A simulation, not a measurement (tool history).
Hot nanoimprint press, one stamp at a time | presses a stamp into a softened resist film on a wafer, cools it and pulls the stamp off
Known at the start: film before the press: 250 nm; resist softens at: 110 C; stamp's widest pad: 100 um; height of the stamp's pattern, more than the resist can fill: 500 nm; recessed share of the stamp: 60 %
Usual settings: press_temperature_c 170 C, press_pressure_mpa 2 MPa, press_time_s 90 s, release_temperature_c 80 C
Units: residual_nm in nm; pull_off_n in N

run 1 hour=0 | press_temperature_c=170 press_pressure_mpa=2 press_time_s=90 release_temperature_c=80 | residual_nm=146.9 pull_off_n=118
run 2 hour=5.9 | press_temperature_c=170 press_pressure_mpa=2 press_time_s=90 release_temperature_c=80 | residual_nm=147.3 pull_off_n=114
run 3 hour=15.6 | press_temperature_c=170 press_pressure_mpa=2 press_time_s=90 release_temperature_c=67 | residual_nm=147.4 pull_off_n=127
run 4 hour=20.3 | press_temperature_c=170 press_pressure_mpa=2 press_time_s=90 release_temperature_c=67 | residual_nm=146.9 pull_off_n=132
run 5 hour=29.2 | press_temperature_c=170 press_pressure_mpa=2 press_time_s=90 release_temperature_c=67 | residual_nm=147.1 pull_off_n=130
run 6 hour=38.1 | press_temperature_c=170 press_pressure_mpa=2 press_time_s=90 release_temperature_c=66 | residual_nm=147.2 pull_off_n=130
run 7 hour=44.7 | press_temperature_c=170 press_pressure_mpa=2 press_time_s=90 release_temperature_c=80 | residual_nm=147.4 pull_off_n=112
run 8 hour=53.6 | press_temperature_c=170 press_pressure_mpa=2 press_time_s=90 release_temperature_c=75 | residual_nm=146.4 pull_off_n=120
run 9 hour=61.8 | press_temperature_c=170 press_pressure_mpa=2.22 press_time_s=90 release_temperature_c=80 | residual_nm=138.7 pull_off_n=116
run 10 hour=70.3 | press_temperature_c=170 press_pressure_mpa=2 press_time_s=90 release_temperature_c=85 | residual_nm=146.8 pull_off_n=111
run 11 hour=77 | press_temperature_c=170 press_pressure_mpa=2 press_time_s=90 release_temperature_c=80 | residual_nm=146.5 pull_off_n=113
run 12 hour=85.1 | press_temperature_c=165 press_pressure_mpa=2 press_time_s=90 release_temperature_c=80 | residual_nm=171.2 pull_off_n=115
run 13 hour=93.4 | press_temperature_c=178 press_pressure_mpa=2 press_time_s=90 release_temperature_c=80 | residual_nm=110.6 pull_off_n=114
run 14 hour=100 | press_temperature_c=178 press_pressure_mpa=2 press_time_s=90 release_temperature_c=80 | residual_nm=110.8 pull_off_n=110
run 15 hour=106.3 | press_temperature_c=170 press_pressure_mpa=1.91 press_time_s=90 release_temperature_c=80 | residual_nm=150.2 pull_off_n=115
run 16 hour=115.4 | press_temperature_c=170 press_pressure_mpa=2.12 press_time_s=90 release_temperature_c=80 | residual_nm=141.5 pull_off_n=115
run 17 hour=123.8 | press_temperature_c=176 press_pressure_mpa=2 press_time_s=94 release_temperature_c=81 | residual_nm=116.7 pull_off_n=111
-- hour=130 plate thermocouple calibrated
run 18 hour=131.9 | press_temperature_c=176 press_pressure_mpa=2 press_time_s=94 release_temperature_c=81 | residual_nm=116.2 pull_off_n=116
run 19 hour=139.2 | press_temperature_c=176 press_pressure_mpa=2 press_time_s=94 release_temperature_c=81 | residual_nm=116.5 pull_off_n=111
run 20 hour=144.9 | press_temperature_c=174 press_pressure_mpa=2.45 press_time_s=167 release_temperature_c=83 | residual_nm=92.2 pull_off_n=115
run 21 hour=153.2 | press_temperature_c=165 press_pressure_mpa=2.82 press_time_s=72 release_temperature_c=80 | residual_nm=154.4 pull_off_n=112
run 22 hour=161.4 | press_temperature_c=165 press_pressure_mpa=2.82 press_time_s=72 release_temperature_c=80 | residual_nm=155.6 pull_off_n=119
run 23 hour=167.5 | press_temperature_c=165 press_pressure_mpa=2.82 press_time_s=72 release_temperature_c=80 | residual_nm=154.1 pull_off_n=115
run 24 hour=172.6 | press_temperature_c=165 press_pressure_mpa=2.82 press_time_s=56 release_temperature_c=79 | residual_nm=163.6 pull_off_n=116
run 25 hour=181.3 | press_temperature_c=170 press_pressure_mpa=1.4 press_time_s=90 release_temperature_c=78 | residual_nm=170.6 pull_off_n=112

Forecast run 26:
run 26 hour=190.2 | press_temperature_c=177 press_pressure_mpa=2 press_time_s=90 release_temperature_c=83 | residual_nm=? pull_off_n=?

residual_nm: 113.1 nm
pull_off_n: 112 N
Without the tool's hidden state the same run would have given residual_nm 115.6 nm, pull_off_n 111 N.

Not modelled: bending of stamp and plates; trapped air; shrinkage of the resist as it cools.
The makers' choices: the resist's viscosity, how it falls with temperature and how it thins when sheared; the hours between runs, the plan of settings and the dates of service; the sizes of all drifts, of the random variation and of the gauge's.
